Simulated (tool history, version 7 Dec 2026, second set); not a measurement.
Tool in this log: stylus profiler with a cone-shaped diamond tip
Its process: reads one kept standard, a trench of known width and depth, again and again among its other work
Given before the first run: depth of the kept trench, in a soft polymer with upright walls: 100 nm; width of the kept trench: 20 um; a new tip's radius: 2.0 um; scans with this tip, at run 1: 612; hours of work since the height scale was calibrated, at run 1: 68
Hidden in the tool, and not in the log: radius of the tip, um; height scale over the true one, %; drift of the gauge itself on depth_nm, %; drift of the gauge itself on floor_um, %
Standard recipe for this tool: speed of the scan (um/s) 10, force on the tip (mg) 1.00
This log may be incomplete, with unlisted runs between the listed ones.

| run | day | speed of the scan (um/s) | force on the tip (mg) | scans with this tip | hours of work since the height scale was calibrated | depth of the trench (nm) | width of the trench's floor (um) |
|---|---|---|---|---|---|---|---|
| 1 | 0.000 | 10 | 1.00 | 612 | 68 | 100.32 | 18.67 |
| 2 | 0.650 | 10 | 1.00 | 700 | 78 | 100.46 | 18.63 |
| 3 | 1.012 | 10 | 1.00 | 749 | 83 | 100.37 | 18.64 |
| 4 | 1.308 | 10 | 2.38 | 789 | 88 | 100.68 | 18.71 |
| 5 | 1.817 | 5 | 1.00 | 858 | 95 | 100.44 | 18.68 |
| 6 | 2.300 | 5 | 1.00 | 923 | 103 | 100.44 | 18.64 |
| 7 | 3.008 | 5 | 1.00 | 1019 | 113 | 100.45 | 18.69 |
| 8 | 3.688 | 5 | 1.00 | 1111 | 123 | 100.52 | 18.64 |
| 9 | 4.271 | 5 | 1.00 | 1190 | 132 | 100.56 | 18.61 |
| 10 | 4.612 | 2 | 1.00 | 1236 | 137 | 100.36 | 18.67 |
| 11 | 5.162 | 2 | 1.00 | 1311 | 146 | 100.42 | 18.69 |
| 12 | 5.750 | 2 | 1.00 | 1390 | 154 | 100.50 | 18.67 |
| 13 | 6.317 | 2 | 1.00 | 1466 | 163 | 100.40 | 18.66 |
| 14 | 6.867 | 2 | 1.00 | 1541 | 171 | 100.46 | 18.62 |
| 15 | 7.283 | 10 | 1.00 | 1597 | 177 | 100.51 | 18.61 |
| 16 | 7.892 | 10 | 2.79 | 1679 | 187 | 100.81 | 18.61 |
| 17 | 8.521 | 10 | 2.79 | 1764 | 196 | 100.91 | 18.66 |
| 18 | 9.125 | 10 | 2.79 | 1846 | 205 | 100.91 | 18.63 |
| 19 | 9.825 | 10 | 2.79 | 1941 | 216 | 100.89 | 18.61 |
| 20 | 10.188 | 10 | 2.79 | 1990 | 221 | 100.75 | 18.63 |
| 21 | 10.892 | 10 | 1.00 | 2085 | 232 | 100.43 | 18.53 |
| 22 | 11.362 | 10 | 1.00 | 2149 | 239 | 100.29 | 18.61 |
| 23 | 12.092 | 10 | 1.00 | 2248 | 250 | 100.43 | 18.56 |
| 24 | 12.808 | 14 | 1.00 | 2344 | 260 | 100.46 | 18.49 |
| 25 | 13.179 | 15 | 0.93 | 2394 | 266 | 100.52 | 18.51 |
| 26 | 13.612 | 14 | 1.53 | 2453 | 272 | 100.68 | 18.49 |
| 27 | 14.246 | 3 | 1.00 | 2538 | 282 | 100.46 | 18.59 |
| 28 | 14.700 | 21 | 1.53 | 2600 | 289 | 100.62 | 18.47 |
| 29 | 15.054 | 21 | 1.53 | 2648 | 294 | 100.67 | 18.47 |
| 30 | 15.383 | 10 | 0.84 | 2692 | 299 | 100.52 | 18.54 |
| 31 | 16.008 | 5 | 1.73 | 2777 | 308 | 100.70 | 18.56 |
| 32 | 16.496 | 5 | 1.73 | 2843 | 316 | 100.65 | 18.59 |
| 33 | 16.938 | 5 | 1.73 | 2902 | 322 | 100.78 | 18.51 |
| 34 | 17.342 | 12 | 1.61 | 2958 | 328 | 100.65 | 18.58 |
| 35 | 17.729 | 33 | 2.98 | 3010 | 334 | 100.94 | 18.48 |
| 36 | 18.092 | 33 | 2.98 | 3058 | 340 | 100.93 | 18.45 |
| 37 | 18.529 | 7 | 1.63 | 3118 | 346 | 100.64 | 18.55 |
| 38 | 19.175 | 7 | 1.18 | 3205 | 356 | 100.55 | 18.52 |
| 39 | 19.575 | 2 | 0.97 | 3259 | 362 | 100.53 | 18.54 |
| 40 | 20.092 | 2 | 0.97 | 3329 | 370 | 100.57 | 18.56 |
| 41 | 20.550 | 37 | 1.30 | 3391 | 377 | 100.60 | 18.33 |
| 42 | 20.900 | 37 | 1.30 | 3439 | 382 | 100.58 | 18.29 |
| 43 | 21.250 | 37 | 1.30 | 3486 | 387 | 100.68 | 18.33 |
| 44 | 21.583 | 37 | 1.30 | 3531 | 392 | 100.53 | 18.23 |
| 45 | 22.146 | 37 | 1.30 | 3607 | 400 | 100.58 | 18.28 |
| 46 | 22.600 | 25 | 2.99 | 3669 | 407 | 100.88 | 18.43 |
| 47 | 23.267 | 34 | 0.46 | 3758 | 417 | 100.36 | 18.07 |

Predict each of these 3 candidate next runs independently; none follows another, all start after run 47:
| A | 23.717 | 34 | 0.55 | 3819 | 424 | ? | ? |
| B | 23.717 | 21 | 0.45 | 3819 | 424 | ? | ? |
| C | 23.717 | 3 | 0.72 | 3819 | 424 | ? | ? |

| run | depth of the trench (nm) | width of the trench's floor (um) |
|---|---|---|
| A | 100.29 | 18.23 |
| B | 100.27 | 18.32 |
| C | 100.56 | 18.54 |
Stripped of hidden state, with their random variation kept, the same runs would have yielded:
| run | depth of the trench (nm) | width of the trench's floor (um) |
|---|---|---|
| A | 100.14 | 18.43 |
| B | 100.11 | 18.52 |
| C | 100.41 | 18.74 |

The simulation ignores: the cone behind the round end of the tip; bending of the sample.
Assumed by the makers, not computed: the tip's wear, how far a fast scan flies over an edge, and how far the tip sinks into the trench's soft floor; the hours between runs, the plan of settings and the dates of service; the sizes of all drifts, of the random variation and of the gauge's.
